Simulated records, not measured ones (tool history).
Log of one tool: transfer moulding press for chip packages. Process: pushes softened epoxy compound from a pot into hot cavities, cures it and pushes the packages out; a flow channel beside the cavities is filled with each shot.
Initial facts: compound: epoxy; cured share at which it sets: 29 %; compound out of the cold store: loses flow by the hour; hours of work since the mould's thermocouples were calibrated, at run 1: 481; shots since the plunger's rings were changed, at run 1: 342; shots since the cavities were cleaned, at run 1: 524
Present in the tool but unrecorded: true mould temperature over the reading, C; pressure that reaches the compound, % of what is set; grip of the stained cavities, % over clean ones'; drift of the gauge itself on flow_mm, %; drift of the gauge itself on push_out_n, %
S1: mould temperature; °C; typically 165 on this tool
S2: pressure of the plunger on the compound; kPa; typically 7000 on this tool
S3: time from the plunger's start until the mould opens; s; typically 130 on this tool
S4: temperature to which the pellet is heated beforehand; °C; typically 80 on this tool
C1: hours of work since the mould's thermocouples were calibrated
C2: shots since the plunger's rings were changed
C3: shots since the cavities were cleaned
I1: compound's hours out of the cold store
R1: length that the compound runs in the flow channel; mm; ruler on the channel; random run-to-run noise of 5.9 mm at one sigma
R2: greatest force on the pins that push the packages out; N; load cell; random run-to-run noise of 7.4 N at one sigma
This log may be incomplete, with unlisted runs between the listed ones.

run 1 hour=0.0 | S1=165 S2=7000 S3=130 S4=80 | C1=481 C2=342 C3=524 | I1=18.5 | R1=644 R2=400
-- hour=23.3 cavities cleaned with cleaning compound and waxed
run 2 hour=37.8 | S1=165 S2=7000 S3=130 S4=80 | C1=505 C2=696 C3=142 | I1=47.0 | R1=540 R2=318
run 3 hour=79.4 | S1=165 S2=7000 S3=130 S4=80 | C1=532 C2=1102 C3=548 | I1=22.4 | R1=631 R2=393
-- hour=102.3 cavities cleaned with cleaning compound and waxed
run 4 hour=121.5 | S1=165 S2=7000 S3=130 S4=80 | C1=559 C2=1497 C3=187 | I1=12.2 | R1=670 R2=360
run 5 hour=155.6 | S1=165 S2=7000 S3=130 S4=80 | C1=581 C2=1830 C3=520 | I1=20.9 | R1=632 R2=406
run 6 hour=177.3 | S1=165 S2=7000 S3=130 S4=80 | C1=596 C2=2041 C3=731 | I1=15.1 | R1=646 R2=395
-- hour=182.9 cavities cleaned with cleaning compound and waxed
-- hour=198.5 mould's thermocouples calibrated
run 7 hour=226.3 | S1=157 S2=7000 S3=130 S4=80 | C1=18 C2=2485 C3=404 | I1=22.6 | R1=662 R2=630
-- hour=261.6 cavities cleaned with cleaning compound and waxed
run 8 hour=268.0 | S1=165 S2=7000 S3=130 S4=80 | C1=45 C2=2876 C3=62 | I1=11.6 | R1=656 R2=343
run 9 hour=300.5 | S1=165 S2=7000 S3=130 S4=80 | C1=66 C2=3194 C3=380 | I1=24.4 | R1=603 R2=371
-- hour=339.5 cavities cleaned with cleaning compound and waxed
run 10 hour=351.9 | S1=172 S2=7000 S3=130 S4=80 | C1=99 C2=3680 C3=121 | I1=39.7 | R1=519 R2=298
run 11 hour=385.6 | S1=165 S2=7000 S3=130 S4=80 | C1=121 C2=4008 C3=449 | I1=10.7 | R1=666 R2=403
-- hour=417.1 cavities cleaned with cleaning compound and waxed
run 12 hour=426.0 | S1=165 S2=7000 S3=130 S4=80 | C1=147 C2=4388 C3=87 | I1=8.9 | R1=666 R2=349
run 13 hour=474.6 | S1=165 S2=6630 S3=130 S4=80 | C1=179 C2=4861 C3=560 | I1=11.5 | R1=630 R2=416
-- hour=495.7 cavities cleaned with cleaning compound and waxed
run 14 hour=512.0 | S1=165 S2=6630 S3=130 S4=80 | C1=202 C2=5212 C3=159 | I1=8.2 | R1=631 R2=363
run 15 hour=549.6 | S1=161 S2=7140 S3=130 S4=80 | C1=227 C2=5578 C3=525 | I1=15.6 | R1=657 R2=488
-- hour=576.1 cavities cleaned with cleaning compound and waxed
run 16 hour=591.5 | S1=165 S2=7000 S3=156 S4=84 | C1=254 C2=5972 C3=151 | I1=10.0 | R1=650 R2=318
-- hour=606.6 plunger's sealing rings changed
run 17 hour=635.0 | S1=165 S2=7000 S3=156 S4=84 | C1=281 C2=277 C3=550 | I1=37.1 | R1=586 R2=359
-- hour=657.3 cavities cleaned with cleaning compound and waxed
run 18 hour=676.4 | S1=168 S2=6140 S3=130 S4=88 | C1=307 C2=666 C3=186 | I1=22.3 | R1=582 R2=321
run 19 hour=711.0 | S1=165 S2=6530 S3=130 S4=83 | C1=330 C2=1003 C3=523 | I1=43.2 | R1=528 R2=375
-- hour=738.0 cavities cleaned with cleaning compound and waxed
run 20 hour=754.9 | S1=165 S2=8050 S3=139 S4=71 | C1=358 C2=1418 C3=165 | I1=16.7 | R1=709 R2=321
run 21 hour=804.3 | S1=159 S2=5290 S3=168 S4=87 | C1=390 C2=1899 C3=646 | I1=11.9 | R1=605 R2=384
-- hour=817.5 cavities cleaned with cleaning compound and waxed
run 22 hour=844.6 | S1=159 S2=5290 S3=168 S4=87 | C1=416 C2=2277 C3=264 | I1=8.4 | R1=625 R2=351
run 23 hour=866.5 | S1=165 S2=7000 S3=115 S4=80 | C1=430 C2=2490 C3=477 | I1=24.9 | R1=613 R2=436
-- hour=895.4 cavities cleaned with cleaning compound and waxed
run 24 hour=895.4 | S1=165 S2=7000 S3=115 S4=80 | C1=448 C2=2758 C3=0 | I1=14.9 | R1=652 R2=354
run 25 hour=927.9 | S1=165 S2=6020 S3=115 S4=84 | C1=470 C2=3074 C3=316 | I1=16.6 | R1=591 R2=420
-- hour=972.1 cavities cleaned with cleaning compound and waxed
run 26 hour=975.8 | S1=167 S2=7000 S3=130 S4=87 | C1=500 C2=3527 C3=36 | I1=29.7 | R1=573 R2=299
run 27 hour=1013.9 | S1=159 S2=8200 S3=148 S4=83 | C1=525 C2=3898 C3=407 | I1=19.2 | R1=700 R2=422

How would selected steps in R1 from run to run divide? Give the signed amount a tool lacking its hidden state would still show from settings, what came in and random variation, and the signed amount left for the hidden state, including any gauge scatter that is not in both of the compared results.
Run 10 -> 11: S1 172 -> 165. R1 +147 mm: hidden state -9, all else +156.
Run 16 -> 17: plunger's sealing rings changed. R1 -64 mm: hidden state +46, all else -110.
Run 19 -> 20: S2 6530 -> 8050, S3 130 -> 139, S4 83 -> 71, cavities cleaned with cleaning compound and waxed. R1 +181 mm: hidden state -7, all else +188.
